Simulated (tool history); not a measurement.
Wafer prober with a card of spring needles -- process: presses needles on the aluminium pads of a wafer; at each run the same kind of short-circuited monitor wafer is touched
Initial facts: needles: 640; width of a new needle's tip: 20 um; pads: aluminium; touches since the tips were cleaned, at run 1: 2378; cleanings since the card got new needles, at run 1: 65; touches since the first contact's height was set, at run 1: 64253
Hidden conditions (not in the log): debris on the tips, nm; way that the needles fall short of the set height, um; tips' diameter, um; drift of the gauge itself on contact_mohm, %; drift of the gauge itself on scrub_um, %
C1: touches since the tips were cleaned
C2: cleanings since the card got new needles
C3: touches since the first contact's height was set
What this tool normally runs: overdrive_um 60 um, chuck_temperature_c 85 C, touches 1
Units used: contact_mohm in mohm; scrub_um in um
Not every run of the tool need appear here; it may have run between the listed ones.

{"run": 1, "hour": 0.0, "overdrive_um": 60, "chuck_temperature_c": 85, "touches": 1, "C1": 2378, "C2": 65, "C3": 64253, "contact_mohm": 375, "scrub_um": 8.2}
{"hour": 24.8, "done": "tips cleaned on abrasive film"}
{"run": 2, "hour": 43.5, "overdrive_um": 60, "chuck_temperature_c": 85, "touches": 1, "C1": 5263, "C2": 66, "C3": 76488, "contact_mohm": 393, "scrub_um": 8.17}
{"hour": 59.9, "done": "tips cleaned on abrasive film"}
{"hour": 93.8, "done": "tips cleaned on abrasive film"}
{"hour": 119.5, "done": "height of the first contact set anew"}
{"run": 3, "hour": 122.7, "overdrive_um": 45, "chuck_temperature_c": 85, "touches": 1, "C1": 8082, "C2": 68, "C3": 912, "contact_mohm": 485, "scrub_um": 6.07}
{"hour": 127.3, "done": "tips cleaned on abrasive film"}
{"hour": 157.0, "done": "tips cleaned on abrasive film"}
{"hour": 189.5, "done": "tips cleaned on abrasive film"}
{"run": 4, "hour": 194.9, "overdrive_um": 45, "chuck_temperature_c": 85, "touches": 1, "C1": 1537, "C2": 71, "C3": 21193, "contact_mohm": 432, "scrub_um": 6.02}
{"hour": 219.9, "done": "tips cleaned on abrasive film"}
{"hour": 233.1, "done": "height of the first contact set anew, once more"}
{"run": 5, "hour": 233.9, "overdrive_um": 45, "chuck_temperature_c": 85, "touches": 1, "C1": 3853, "C2": 72, "C3": 219, "contact_mohm": 470, "scrub_um": 6.2}
{"hour": 255.2, "done": "tips cleaned on abrasive film"}
{"run": 6, "hour": 281.7, "overdrive_um": 45, "chuck_temperature_c": 85, "touches": 1, "C1": 7471, "C2": 73, "C3": 13676, "contact_mohm": 490, "scrub_um": 6.17}
{"hour": 288.3, "done": "tips cleaned on abrasive film"}
{"hour": 320.9, "done": "tips cleaned on abrasive film"}
{"run": 7, "hour": 333.4, "overdrive_um": 45, "chuck_temperature_c": 85, "touches": 1, "C1": 3524, "C2": 75, "C3": 28207, "contact_mohm": 464, "scrub_um": 6.15}
{"hour": 350.5, "done": "tips cleaned on abrasive film"}
{"run": 8, "hour": 367.3, "overdrive_um": 61, "chuck_temperature_c": 85, "touches": 1, "C1": 4733, "C2": 76, "C3": 37737, "contact_mohm": 380, "scrub_um": 8.36}
{"hour": 383.7, "done": "tips cleaned on abrasive film"}
{"hour": 417.0, "done": "tips cleaned on abrasive film"}
{"run": 9, "hour": 439.8, "overdrive_um": 60, "chuck_temperature_c": 85, "touches": 1, "C1": 6452, "C2": 78, "C3": 58143, "contact_mohm": 394, "scrub_um": 8.21}
{"hour": 447.3, "done": "tips cleaned on abrasive film"}
{"hour": 479.6, "done": "tips cleaned on abrasive film"}
{"run": 10, "hour": 480.0, "overdrive_um": 60, "chuck_temperature_c": 85, "touches": 3, "C1": 88, "C2": 80, "C3": 69399, "contact_mohm": 299, "scrub_um": 8.15}
{"hour": 513.6, "done": "tips cleaned on abrasive film"}
{"run": 11, "hour": 530.6, "overdrive_um": 60, "chuck_temperature_c": 85, "touches": 3, "C1": 4774, "C2": 81, "C3": 83643, "contact_mohm": 333, "scrub_um": 8.13}
{"hour": 546.2, "done": "tips cleaned on abrasive film"}
{"hour": 576.6, "done": "tips cleaned on abrasive film"}
{"hour": 581.6, "done": "height of the first contact set anew"}
{"run": 12, "hour": 587.8, "overdrive_um": 60, "chuck_temperature_c": 85, "touches": 3, "C1": 3080, "C2": 83, "C3": 1749, "contact_mohm": 326, "scrub_um": 8.24}
{"hour": 610.6, "done": "tips cleaned on abrasive film"}
{"run": 13, "hour": 621.9, "overdrive_um": 60, "chuck_temperature_c": 85, "touches": 2, "C1": 3186, "C2": 84, "C3": 11331, "contact_mohm": 352, "scrub_um": 8.25}
{"hour": 640.6, "done": "tips cleaned on abrasive film"}
{"run": 14, "hour": 669.0, "overdrive_um": 60, "chuck_temperature_c": 85, "touches": 2, "C1": 8015, "C2": 85, "C3": 24597, "contact_mohm": 358, "scrub_um": 8.25}
{"hour": 674.9, "done": "tips cleaned on abrasive film"}
{"hour": 706.5, "done": "tips cleaned on abrasive film"}
{"run": 15, "hour": 715.1, "overdrive_um": 60, "chuck_temperature_c": 85, "touches": 2, "C1": 2420, "C2": 87, "C3": 37530, "contact_mohm": 343, "scrub_um": 8.22}
{"hour": 739.3, "done": "tips cleaned on abrasive film"}
{"run": 16, "hour": 752.2, "overdrive_um": 60, "chuck_temperature_c": 85, "touches": 2, "C1": 3641, "C2": 88, "C3": 47966, "contact_mohm": 355, "scrub_um": 8.19}
{"hour": 769.1, "done": "tips cleaned on abrasive film"}
{"hour": 799.0, "done": "tips cleaned on abrasive film"}
{"run": 17, "hour": 806.3, "overdrive_um": 60, "chuck_temperature_c": 85, "touches": 2, "C1": 2037, "C2": 90, "C3": 63160, "contact_mohm": 333, "scrub_um": 8.18}
{"hour": 828.9, "done": "tips cleaned on abrasive film"}
{"run": 18, "hour": 851.2, "overdrive_um": 60, "chuck_temperature_c": 85, "touches": 2, "C1": 6305, "C2": 91, "C3": 75816, "contact_mohm": 358, "scrub_um": 8.17}
{"hour": 865.4, "done": "tips cleaned on abrasive film"}
{"hour": 895.8, "done": "tips cleaned on abrasive film"}
{"run": 19, "hour": 903.8, "overdrive_um": 56, "chuck_temperature_c": 28, "touches": 2, "C1": 2252, "C2": 93, "C3": 90579, "contact_mohm": 338, "scrub_um": 7.58}
{"hour": 928.4, "done": "tips cleaned on abrasive film"}
{"hour": 935.1, "done": "height of the first contact set anew"}
{"run": 20, "hour": 939.0, "overdrive_um": 54, "chuck_temperature_c": 93, "touches": 1, "C1": 2896, "C2": 94, "C3": 1080, "contact_mohm": 416, "scrub_um": 7.42}
{"hour": 961.5, "done": "tips cleaned on abrasive film"}
{"hour": 992.8, "done": "tips cleaned on abrasive film"}
{"run": 21, "hour": 1014.8, "overdrive_um": 43, "chuck_temperature_c": 85, "touches": 2, "C1": 6185, "C2": 96, "C3": 22405, "contact_mohm": 433, "scrub_um": 5.91}
{"hour": 1026.1, "done": "tips cleaned on abrasive film"}
{"hour": 1057.3, "done": "tips cleaned on abrasive film"}
{"run": 22, "hour": 1067.9, "overdrive_um": 67, "chuck_temperature_c": 115, "touches": 2, "C1": 2992, "C2": 98, "C3": 37325, "contact_mohm": 342, "scrub_um": 9.17}
{"hour": 1090.5, "done": "tips cleaned on abrasive film"}
{"run": 23, "hour": 1113.1, "overdrive_um": 60, "chuck_temperature_c": 32, "touches": 1, "C1": 6363, "C2": 99, "C3": 50052, "contact_mohm": 398, "scrub_um": 8.21}
{"hour": 1123.1, "done": "tips cleaned on abrasive film"}
{"hour": 1152.8, "done": "tips cleaned on abrasive film"}
{"run": 24, "hour": 1171.8, "overdrive_um": 60, "chuck_temperature_c": 32, "touches": 1, "C1": 5375, "C2": 101, "C3": 66560, "contact_mohm": 398, "scrub_um": 8.17}
{"hour": 1183.5, "done": "tips cleaned on abrasive film"}
{"hour": 1212.8, "done": "tips cleaned on abrasive film"}
{"run": 25, "hour": 1224.6, "overdrive_um": 60, "chuck_temperature_c": 122, "touches": 1, "C1": 3317, "C2": 103, "C3": 81388, "contact_mohm": 386, "scrub_um": 8.16}
{"hour": 1246.4, "done": "tips cleaned on abrasive film"}
{"hour": 1281.6, "done": "tips cleaned on abrasive film"}
{"hour": 1286.3, "done": "height of the first contact set anew"}
{"run": 26, "hour": 1291.8, "overdrive_um": 67, "chuck_temperature_c": 37, "touches": 1, "C1": 2807, "C2": 105, "C3": 1561, "contact_mohm": 357, "scrub_um": 9.25}
{"hour": 1315.0, "done": "tips cleaned on abrasive film"}
{"hour": 1346.9, "done": "tips cleaned on abrasive film"}
{"run": 27, "hour": 1360.9, "overdrive_um": 67, "chuck_temperature_c": 37, "touches": 1, "C1": 3942, "C2": 107, "C3": 20992, "contact_mohm": 365, "scrub_um": 9.22}
{"hour": 1379.9, "done": "tips cleaned on abrasive film"}
{"run": 28, "hour": 1406.6, "overdrive_um": 56, "chuck_temperature_c": 37, "touches": 2, "C1": 7542, "C2": 108, "C3": 33852, "contact_mohm": 363, "scrub_um": 7.7}
{"hour": 1413.1, "done": "tips cleaned on abrasive film"}
{"hour": 1445.1, "done": "tips cleaned on abrasive film"}
{"run": 29, "hour": 1447.2, "overdrive_um": 75, "chuck_temperature_c": 85, "touches": 3, "C1": 601, "C2": 110, "C3": 45250, "contact_mohm": 305, "scrub_um": 10.29}
{"hour": 1479.4, "done": "tips cleaned on abrasive film"}
{"hour": 1511.7, "done": "tips cleaned on abrasive film"}
{"run": 30, "hour": 1523.1, "overdrive_um": 75, "chuck_temperature_c": 85, "touches": 3, "C1": 3224, "C2": 112, "C3": 66595, "contact_mohm": 312, "scrub_um": 10.25}
{"hour": 1544.3, "done": "tips cleaned on abrasive film"}
{"run": 31, "hour": 1569.1, "overdrive_um": 69, "chuck_temperature_c": 39, "touches": 2, "C1": 6993, "C2": 113, "C3": 79533, "contact_mohm": 336, "scrub_um": 9.4}
{"hour": 1574.5, "done": "tips cleaned on abrasive film"}
{"hour": 1605.6, "done": "tips cleaned on abrasive film"}
{"run": 32, "hour": 1611.3, "overdrive_um": 43, "chuck_temperature_c": 85, "touches": 3, "C1": 1595, "C2": 115, "C3": 91386, "contact_mohm": 367, "scrub_um": 5.8}

Here are 3 independent what-if runs from the current tool condition. What would each one return?
{"hour": 1634.3, "done": "height of the first contact set anew"}
{"hour": 1639.4, "done": "tips cleaned on abrasive film"}
{"run": "A", "hour": 1665.4, "overdrive_um": 43, "chuck_temperature_c": 78, "touches": 2, "C1": 7311, "C2": 116, "C3": 8743, "contact_mohm": "?", "scrub_um": "?"}
{"hour": 1634.3, "done": "height of the first contact set anew"}
{"hour": 1639.4, "done": "tips cleaned on abrasive film"}
{"run": "B", "hour": 1665.4, "overdrive_um": 60, "chuck_temperature_c": 85, "touches": 1, "C1": 7311, "C2": 116, "C3": 8743, "contact_mohm": "?", "scrub_um": "?"}
{"hour": 1634.3, "done": "height of the first contact set anew"}
{"hour": 1639.4, "done": "tips cleaned on abrasive film"}
{"run": "C", "hour": 1665.4, "overdrive_um": 70, "chuck_temperature_c": 85, "touches": 2, "C1": 7311, "C2": 116, "C3": 8743, "contact_mohm": "?", "scrub_um": "?"}

run=A contact_mohm=438 scrub_um=5.92
run=B contact_mohm=413 scrub_um=8.26
run=C contact_mohm=344 scrub_um=9.62
With no hidden state in the tool, these same runs would have given:
run=A contact_mohm=301 scrub_um=5.93
run=B contact_mohm=295 scrub_um=8.27
run=C contact_mohm=289 scrub_um=9.63
